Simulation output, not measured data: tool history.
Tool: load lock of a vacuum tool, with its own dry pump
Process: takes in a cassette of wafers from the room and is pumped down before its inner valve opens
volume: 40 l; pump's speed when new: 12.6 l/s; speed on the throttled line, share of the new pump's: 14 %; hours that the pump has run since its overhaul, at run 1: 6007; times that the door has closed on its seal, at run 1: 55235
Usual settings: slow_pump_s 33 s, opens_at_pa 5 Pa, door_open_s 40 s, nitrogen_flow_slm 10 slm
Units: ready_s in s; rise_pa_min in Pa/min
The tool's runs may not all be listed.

| run | hour | slow_pump_s | opens_at_pa | door_open_s | nitrogen_flow_slm | hours that the pump has run since its overhaul | times that the door has closed on its seal | incoming humidity of the room's air, % | ready_s | rise_pa_min |
|---|---|---|---|---|---|---|---|---|---|---|
| 1 | 0.0 | 33 | 5 | 40 | 10 | 6007 | 55235 | 46.3 | 62.2 | 0.554 |
| 2 | 135.6 | 33 | 5 | 40 | 10 | 6142 | 55755 | 44.1 | 62.1 | 0.546 |
| 3 | 237.2 | 33 | 5 | 40 | 29 | 6244 | 56145 | 43.6 | 62.7 | 0.547 |
| 4 | 380.6 | 33 | 5 | 36 | 29 | 6387 | 56695 | 44.9 | 63.1 | 0.550 |
| 5 | 557.4 | 33 | 5 | 36 | 29 | 6564 | 57373 | 42.9 | 63.0 | 0.560 |
| 6 | 706.1 | 33 | 5 | 36 | 29 | 6713 | 57943 | 46.9 | 63.3 | 0.571 |
| 7 | 828.8 | 33 | 5 | 36 | 29 | 6836 | 58413 | 47.3 | 63.6 | 0.579 |
| 8 | 984.7 | 33 | 5 | 40 | 10 | 6991 | 59011 | 44.2 | 62.4 | 0.609 |
| 9 | 1179.7 | 33 | 5 | 40 | 10 | 7186 | 59759 | 46.8 | 62.9 | 0.613 |
| 10 | 1291.2 | 33 | 5 | 40 | 10 | 7298 | 60186 | 44.2 | 63.3 | 0.629 |
| 11 | 1447.7 | 33 | 5 | 40 | 10 | 7454 | 60786 | 45.3 | 63.5 | 0.631 |
| 12 | 1564.3 | 33 | 5 | 40 | 11 | 7571 | 61233 | 45.4 | 62.6 | 0.639 |
|  | 1671.4 | door's seal changed, seat wiped |
| 13 | 1804.5 | 17 | 5 | 40 | 18 | 7810 | 511 | 45.2 | 50.1 | 0.030 |
| 14 | 1930.2 | 33 | 5 | 84 | 7 | 7935 | 993 | 45.4 | 63.4 | 0.058 |
| 15 | 2115.0 | 33 | 5 | 84 | 7 | 8120 | 1701 | 45.8 | 63.2 | 0.065 |
| 16 | 2260.5 | 33 | 5 | 84 | 7 | 8266 | 2259 | 43.7 | 62.8 | 0.064 |
| 17 | 2395.3 | 33 | 8 | 84 | 35 | 8401 | 2776 | 43.3 | 61.8 | 0.033 |
| 18 | 2611.6 | 18 | 9 | 71 | 13 | 8617 | 3605 | 40.7 | 49.0 | 0.051 |
| 19 | 2820.1 | 18 | 9 | 71 | 30 | 8825 | 4405 | 46.4 | 49.5 | 0.041 |
| 20 | 2969.4 | 18 | 9 | 71 | 30 | 8975 | 4977 | 45.7 | 48.9 | 0.043 |
| 21 | 3208.7 | 52 | 5 | 40 | 11 | 9214 | 5895 | 45.8 | 80.9 | 0.058 |
| 22 | 3403.9 | 33 | 5 | 47 | 24 | 9409 | 6643 | 46.1 | 65.1 | 0.053 |

Forecast each of these 4 alternatives for the next run:
| A | 3501.7 | 28 | 5 | 47 | 24 | 9507 | 7018 | 45.4 | ? | ? |
| B | 3501.7 | 33 | 5 | 40 | 10 | 9507 | 7018 | 43.3 | ? | ? |
| C | 3501.7 | 33 | 5 | 28 | 13 | 9507 | 7018 | 44.0 | ? | ? |
| D | 3501.7 | 52 | 5 | 47 | 8 | 9507 | 7018 | 46.9 | ? | ? |

| run | ready_s | rise_pa_min |
|---|---|---|
| A | 59.7 | 0.048 |
| B | 63.7 | 0.064 |
| C | 63.8 | 0.051 |
| D | 80.4 | 0.068 |
Without the tool's hidden state the same runs would have given:
| run | ready_s | rise_pa_min |
|---|---|---|
| A | 55.9 | 0.020 |
| B | 60.0 | 0.036 |
| C | 60.1 | 0.023 |
| D | 77.1 | 0.041 |
